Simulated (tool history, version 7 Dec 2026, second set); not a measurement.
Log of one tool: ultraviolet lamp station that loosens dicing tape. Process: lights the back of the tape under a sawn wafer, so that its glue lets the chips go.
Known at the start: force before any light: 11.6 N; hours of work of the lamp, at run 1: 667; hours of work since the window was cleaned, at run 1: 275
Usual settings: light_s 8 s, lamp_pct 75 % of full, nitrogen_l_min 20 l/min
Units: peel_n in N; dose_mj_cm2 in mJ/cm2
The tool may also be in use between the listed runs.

run	hour	light_s	lamp_pct	nitrogen_l_min	hours of work of the lamp	hours of work since the window was cleaned	peel_n	dose_mj_cm2
1	0.0	8	75	20	667	275	2.579	234
2	16.4	8	84	20	678	285	2.268	257
3	40.6	8	84	20	693	301	2.343	256
4	55.9	8	96	20	703	311	1.844	290
5	71.1	8	96	20	713	320	1.921	288
6	100.9	8	87	20	732	340	2.321	256
7	124.7	8	87	20	747	355	2.355	254
8	145.3	8	87	20	761	368	2.406	246
9	160.8	8	87	20	771	378	2.457	249
10	179.7	8	87	20	783	391	2.451	248
11	194.1	8	75	20	792	400	3.033	213
12	218.5	8	75	20	808	416	3.201	206
# hour 240.9: window cleaned of glue's vapour
13	244.8	7	75	20	825	2	4.269	156
14	273.5	7	66	20	843	21	4.630	135
15	296.1	7	66	20	858	36	4.846	135
16	319.9	7	79	8	873	51	6.103	160
17	346.7	14	93	8	890	68	2.391	371
18	369.0	14	93	8	905	83	2.537	362
# hour 372.6: lamp changed
# hour 388.5: window cleaned of glue's vapour, once more
19	395.6	13	75	20	15	5	0.441	532
20	421.2	13	75	20	31	21	0.473	532

The next listed run, before its measurement:
21	449.4	15	90	20	49	39	?	?

peel_n: 0.182 N
dose_mj_cm2: 725 mJ/cm2
Without the tool's hidden state the same run would have given peel_n 0.163 N, dose_mj_cm2 754 mJ/cm2.
